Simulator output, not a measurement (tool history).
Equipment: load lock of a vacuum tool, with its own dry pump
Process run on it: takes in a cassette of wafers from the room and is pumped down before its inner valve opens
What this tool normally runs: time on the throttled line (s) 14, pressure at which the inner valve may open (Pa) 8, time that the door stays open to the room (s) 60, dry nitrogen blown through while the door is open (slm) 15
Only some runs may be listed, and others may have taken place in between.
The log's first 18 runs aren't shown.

run,hour,time on the throttled line (s),pressure at which the inner valve may open (Pa),time that the door stays open to the room (s),dry nitrogen blown through while the door is open (slm),"incoming humidity of the room's air, %",time from the closed door until the inner valve may open (s),rise of the pressure with all valves shut (Pa/min)
19,6552.7,14,8,60,15,43.5,26.2,0.174
20,7014,14,8,60,15,48.1,26.5,0.188
21,7372.9,15,6,70,8,46.1,29,0.214
22,7849.8,15,6,70,8,44.3,28,0.218
23,8236.4,7,6,70,7,48,21.9,0.243
24,8716,11,14,107,6,44.8,23.3,0.285
25,9079.3,19,13,45,15,47,30.1,0.238
26,9459.9,19,13,45,15,43,30.1,0.243
27,9920.3,19,13,45,15,47,30.4,0.26
28,10336.6,12,14,237,42,46.9,24.4,0.316
29,10713.7,12,14,237,42,43.6,24.2,0.317
30,10977.6,11,14,237,16,47.2,23.7,0.394
31,11346.6,18,8,29,15,46.5,30.7,0.3
32,11599.7,18,8,29,15,41,30,0.296
33,12038,14,8,153,15,45.8,27.7,0.386
34,12482.6,25,7,30,15,45.8,36.5,0.33
35,12761.6,25,7,30,15,44.5,35.8,0.348
36,13154.3,25,6,41,5,43.8,36.6,0.386

Predict each of these 4 candidate next runs independently; none follows another, all start after run 36:
A,13487.4,18,8,41,7,45.5,?,?
B,13487.4,25,13,193,37,44.8,?,?
C,13487.4,25,6,46,5,45.9,?,?
D,13487.4,21,6,31,5,44,?,?

run,time from the closed door until the inner valve may open (s),rise of the pressure with all valves shut (Pa/min)
A,31,0.384
B,35.6,0.412
C,36.5,0.399
D,33.7,0.374
Stripped of hidden state, with their random variation kept, the same runs would have yielded:
run,time from the closed door until the inner valve may open (s),rise of the pressure with all valves shut (Pa/min)
A,29.3,0.058
B,34.2,0.079
C,34.9,0.072
D,32,0.051

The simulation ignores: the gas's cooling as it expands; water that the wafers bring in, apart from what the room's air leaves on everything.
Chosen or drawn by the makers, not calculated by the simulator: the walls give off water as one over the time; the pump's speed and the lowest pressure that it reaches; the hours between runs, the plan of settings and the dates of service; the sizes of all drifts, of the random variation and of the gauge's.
